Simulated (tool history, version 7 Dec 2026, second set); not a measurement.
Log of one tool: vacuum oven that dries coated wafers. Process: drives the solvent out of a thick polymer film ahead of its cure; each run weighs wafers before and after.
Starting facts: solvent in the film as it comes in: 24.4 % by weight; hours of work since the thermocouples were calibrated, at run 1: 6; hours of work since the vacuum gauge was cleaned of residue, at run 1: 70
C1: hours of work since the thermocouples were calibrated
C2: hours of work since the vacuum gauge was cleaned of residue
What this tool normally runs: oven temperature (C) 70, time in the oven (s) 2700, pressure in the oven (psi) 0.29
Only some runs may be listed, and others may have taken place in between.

Run 1, hour 0: usual settings; C1 6; C2 70. Result: solvent left in the film (%) 2.51.
Run 2, hour 11.1: usual settings; C1 13; C2 77. Result: solvent left in the film (%) 2.46.
Run 3, hour 23.3: usual settings; C1 20; C2 84. Result: solvent left in the film (%) 2.66.
Run 4, hour 33.4: usual settings; C1 26; C2 90. Result: solvent left in the film (%) 2.5.
Run 5, hour 41.3: usual settings but pressure in the oven (psi) 0.299; C1 31; C2 95. Result: solvent left in the film (%) 2.51.
Run 6, hour 55: usual settings but pressure in the oven (psi) 0.299; C1 39; C2 103. Result: solvent left in the film (%) 2.54.
Run 7, hour 68.8: usual settings but pressure in the oven (psi) 0.299; C1 47; C2 111. Result: solvent left in the film (%) 2.7.
Run 8, hour 83.8: usual settings but time in the oven (s) 3060; C1 56; C2 120. Result: solvent left in the film (%) 2.25.
Run 9, hour 89.9: usual settings; C1 60; C2 123. Result: solvent left in the film (%) 2.57.
Run 10, hour 98.5: usual settings; C1 65; C2 128. Result: solvent left in the film (%) 2.52.
Run 11, hour 109.2: usual settings but pressure in the oven (psi) 0.373; C1 71; C2 135. Result: solvent left in the film (%) 3.01.
Run 12, hour 118.2: usual settings but pressure in the oven (psi) 0.373; C1 76; C2 140. Result: solvent left in the film (%) 3.1.
Run 13, hour 126.4: usual settings; C1 81; C2 145. Result: solvent left in the film (%) 2.63.
Run 14, hour 139.5: usual settings but time in the oven (s) 2400; C1 89; C2 153. Result: solvent left in the film (%) 2.8.
Run 15, hour 152.2: usual settings but time in the oven (s) 2400; C1 96; C2 160. Result: solvent left in the film (%) 2.83.
Run 16, hour 166.4: usual settings but time in the oven (s) 2400; C1 105; C2 169. Result: solvent left in the film (%) 2.91.
Run 17, hour 181.3: usual settings but time in the oven (s) 2400; C1 114; C2 178. Result: solvent left in the film (%) 2.93.
Run 18, hour 196.1: usual settings; C1 122; C2 186. Result: solvent left in the film (%) 2.58.
Run 19, hour 205.3: usual settings; C1 128; C2 192. Result: solvent left in the film (%) 2.6.
Run 20, hour 219.2: usual settings; C1 136; C2 200. Result: solvent left in the film (%) 2.56.
Run 21, hour 230.6: usual settings; C1 143; C2 207. Result: solvent left in the film (%) 2.6.
Run 22, hour 237.9: usual settings but pressure in the oven (psi) 0.687; C1 147; C2 211. Result: solvent left in the film (%) 4.95.
Run 23, hour 253: usual settings but pressure in the oven (psi) 0.687; C1 156; C2 220. Result: solvent left in the film (%) 5.
Run 24, hour 260.8: usual settings but pressure in the oven (psi) 0.687; C1 161; C2 225. Result: solvent left in the film (%) 4.92.
Run 25, hour 267: usual settings but oven temperature (C) 56, pressure in the oven (psi) 0.957; C1 164; C2 228. Result: solvent left in the film (%) 14.93.
Run 26, hour 278.9: usual settings but oven temperature (C) 56, pressure in the oven (psi) 0.957; C1 171; C2 235. Result: solvent left in the film (%) 15.17.
Run 27, hour 292.8: usual settings but oven temperature (C) 81, time in the oven (s) 2760; C1 180; C2 244. Result: solvent left in the film (%) 1.15.
Run 28, hour 306.1: usual settings but oven temperature (C) 83, time in the oven (s) 2820, pressure in the oven (psi) 0.216; C1 188; C2 251. Result: solvent left in the film (%) 0.76.
Run 29, hour 313.5: usual settings but oven temperature (C) 73, time in the oven (s) 4560, pressure in the oven (psi) 0.16; C1 192; C2 256. Result: solvent left in the film (%) 0.92.
Run 30, hour 323.6: usual settings but oven temperature (C) 65, time in the oven (s) 4560, pressure in the oven (psi) 0.16; C1 198; C2 262. Result: solvent left in the film (%) 1.82.
Run 31, hour 333.2: usual settings but oven temperature (C) 65, time in the oven (s) 4560, pressure in the oven (psi) 0.16; C1 204; C2 267. Result: solvent left in the film (%) 1.74.
Run 32, hour 342: usual settings but oven temperature (C) 56; C1 209; C2 273. Result: solvent left in the film (%) 9.81.
Run 33, hour 355.3: usual settings but oven temperature (C) 67, time in the oven (s) 2340, pressure in the oven (psi) 1.14; C1 217; C2 281. Result: solvent left in the film (%) 9.82.
Run 34, hour 364.4: usual settings but oven temperature (C) 67, time in the oven (s) 2340, pressure in the oven (psi) 1.14; C1 222; C2 286. Result: solvent left in the film (%) 9.64.
Run 35, hour 375.4: usual settings but time in the oven (s) 4380; C1 229; C2 292. Result: solvent left in the film (%) 2.
Run 36, hour 381.6: usual settings but oven temperature (C) 75; C1 232; C2 296. Result: solvent left in the film (%) 1.63.
Run 37, hour 396: usual settings but oven temperature (C) 73, time in the oven (s) 1800, pressure in the oven (psi) 0.672; C1 241; C2 305. Result: solvent left in the film (%) 4.94.
Run 38, hour 409.9: usual settings but oven temperature (C) 81, time in the oven (s) 3780; C1 249; C2 313. Result: solvent left in the film (%) 1.19.
Run 39, hour 423.5: usual settings but oven temperature (C) 80, time in the oven (s) 2520, pressure in the oven (psi) 1.14; C1 257; C2 321. Result: solvent left in the film (%) 4.66.
Run 40, hour 434.4: usual settings but time in the oven (s) 3480; C1 264; C2 327. Result: solvent left in the film (%) 2.21.
Run 41, hour 441.7: usual settings but time in the oven (s) 3480; C1 268; C2 332. Result: solvent left in the film (%) 2.25.
Run 42, hour 453.8: usual settings but time in the oven (s) 3480; C1 275; C2 339. Result: solvent left in the film (%) 2.26.
Run 43, hour 462.4: usual settings but oven temperature (C) 83, time in the oven (s) 3540, pressure in the oven (psi) 0.577; C1 280; C2 344. Result: solvent left in the film (%) 2.16.
Run 44, hour 473.8: usual settings but oven temperature (C) 83, time in the oven (s) 3540, pressure in the oven (psi) 0.577; C1 287; C2 351. Result: solvent left in the film (%) 2.2.
Run 45, hour 483: usual settings but oven temperature (C) 72, time in the oven (s) 3540, pressure in the oven (psi) 0.645; C1 292; C2 356. Result: solvent left in the film (%) 3.83.
Run 46, hour 497.5: usual settings but oven temperature (C) 81, time in the oven (s) 3420, pressure in the oven (psi) 0.413; C1 301; C2 365. Result: solvent left in the film (%) 1.75.

Branching from run 46: 4 alternative next runs. What would each branch give?
Run A, hour 508.9: usual settings but oven temperature (C) 77, time in the oven (s) 4860, pressure in the oven (psi) 0.406; C1 308; C2 372. Result: solvent left in the film (%) ?.
Run B, hour 508.9: usual settings but oven temperature (C) 65, time in the oven (s) 2760, pressure in the oven (psi) 0.486; C1 308; C2 372. Result: solvent left in the film (%) ?.
Run C, hour 508.9: usual settings but oven temperature (C) 58, time in the oven (s) 2760, pressure in the oven (psi) 0.194; C1 308; C2 372. Result: solvent left in the film (%) ?.
Run D, hour 508.9: usual settings but time in the oven (s) 1980, pressure in the oven (psi) 0.202; C1 308; C2 372. Result: solvent left in the film (%) ?.

run  solvent left in the film (%)
  A                          1.99
  B                          5.77
  C                          7.77
  D                          3.31
With no hidden state in the tool, these same runs would have given:
run  solvent left in the film (%)
  A                          1.89
  B                          5.49
  C                          7.42
  D                          3.08

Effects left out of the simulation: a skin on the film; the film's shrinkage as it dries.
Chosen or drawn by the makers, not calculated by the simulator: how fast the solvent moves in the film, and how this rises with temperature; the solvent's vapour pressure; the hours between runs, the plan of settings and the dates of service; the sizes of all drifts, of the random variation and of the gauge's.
